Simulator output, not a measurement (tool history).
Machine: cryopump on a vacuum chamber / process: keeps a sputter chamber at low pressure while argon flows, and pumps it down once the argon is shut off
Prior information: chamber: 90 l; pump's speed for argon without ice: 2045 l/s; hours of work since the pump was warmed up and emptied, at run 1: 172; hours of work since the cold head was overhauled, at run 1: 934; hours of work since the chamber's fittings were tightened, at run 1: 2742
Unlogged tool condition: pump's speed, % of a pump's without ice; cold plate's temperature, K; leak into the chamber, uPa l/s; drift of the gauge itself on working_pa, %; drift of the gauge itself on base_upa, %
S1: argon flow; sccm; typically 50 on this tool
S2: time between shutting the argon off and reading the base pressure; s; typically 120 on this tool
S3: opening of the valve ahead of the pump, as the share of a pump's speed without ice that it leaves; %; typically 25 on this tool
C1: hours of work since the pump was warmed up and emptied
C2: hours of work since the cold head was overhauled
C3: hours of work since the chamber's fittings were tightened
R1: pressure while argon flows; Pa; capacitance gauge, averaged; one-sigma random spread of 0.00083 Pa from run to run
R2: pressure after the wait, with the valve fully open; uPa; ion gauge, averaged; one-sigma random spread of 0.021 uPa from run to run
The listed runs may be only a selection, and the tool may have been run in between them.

run,hour,S1,S2,S3,C1,C2,C3,R1,R2
1,0,50,120,25,172,934,2742,0.1747,1.5
2,82.5,50,120,49,237,999,2807,0.099,1.63
3,177.7,50,120,25,311,1073,2881,0.1842,1.8
# hour 221.7: pump warmed up, emptied and cooled again
4,237.8,50,120,25,13,1116,2924,0.1668,1.33
5,293.6,50,120,25,56,1160,2968,0.1685,1.39
6,352.8,50,120,25,103,1206,3014,0.1718,1.5
7,428.9,50,129,25,162,1266,3074,0.1744,1.62
8,473.2,50,129,25,197,1300,3108,0.1753,1.65
9,521.3,50,129,25,234,1338,3146,0.1788,1.74
10,595,50,129,25,292,1396,3204,0.1826,1.92
# hour 666.4: pump warmed up, emptied and cooled again
11,694.4,50,129,25,22,1469,3278,0.1684,1.45
12,752.5,50,129,25,67,1515,3323,0.1697,1.53
13,822.6,50,129,25,122,1570,3378,0.1724,1.61
14,880.4,50,120,25,167,1615,3423,0.1733,1.74
15,940,50,173,25,214,1662,3470,0.177,1.78
16,981.5,50,173,25,247,1694,3502,0.179,1.87
17,1056.2,50,120,41,305,1752,3561,0.1194,2.14
# hour 1113.8: pump warmed up, emptied and cooled again
18,1129.9,50,120,41,13,1806,3614,0.1015,1.57
19,1213.8,52,120,22,78,1872,3680,0.2008,1.66
# hour 1221.7: leaking fittings of the chamber tightened, without venting
20,1275.4,32,46,25,125,1918,42,0.1114,0.7
21,1352.2,54,120,51,185,1979,102,0.1005,0.45
22,1401.4,50,100,20,223,2017,141,0.22,0.52
23,1492.1,83,51,47,294,2088,212,0.1773,0.79
# hour 1557.1: pump warmed up, emptied and cooled again
24,1567.5,71,120,25,8,2143,267,0.2367,0.49
25,1629,24,120,57,56,2191,315,0.0363,0.5
26,1669.5,24,120,57,88,2223,346,0.0375,0.51
27,1722.3,31,34,59,129,2264,388,0.0484,1.11
28,1820.8,31,34,59,206,2341,465,0.0512,1.14
29,1874.5,31,34,59,248,2383,507,0.0521,1.19
30,1956.1,21,120,20,312,2447,571,0.0957,0.76
# hour 2002.4: pump warmed up, emptied and cooled again
31,2059.8,50,22,15,45,2524,648,0.2776,1.51
32,2136.6,50,22,15,105,2584,708,0.2804,1.59
33,2226,20,56,40,175,2654,778,0.0452,0.96

Below, some changes in R1 between adjacent runs. For each, the amount present without the hidden state too (settings, incoming material, random variation) and the amount remaining for the hidden state with gauge scatter not shared by both compared results:
Run 3 -> 4: pump warmed up, emptied and cooled again. R1 -0.0174 Pa: hidden state -0.0188, all else +0.0014.
Run 22 -> 23: S1 50 -> 83, S2 100 -> 51, S3 20 -> 47. R1 -0.0427 Pa: hidden state +0.0182, all else -0.0609.
Run 23 -> 24: S1 83 -> 71, S2 51 -> 120, S3 47 -> 25, pump warmed up, emptied and cooled again. R1 +0.0594 Pa: hidden state -0.0297, all else +0.0891.
Run 24 -> 25: S1 71 -> 24, S3 25 -> 57. R1 -0.2004 Pa: hidden state -0.0002, all else -0.2002.
Run 30 -> 31: S1 21 -> 50, S2 120 -> 22, S3 20 -> 15, pump warmed up, emptied and cooled again. R1 +0.1819 Pa: hidden state -0.0063, all else +0.1882.
Run 32 -> 33: S1 50 -> 20, S2 22 -> 56, S3 15 -> 40. R1 -0.2352 Pa: hidden state -0.0016, all else -0.2336.
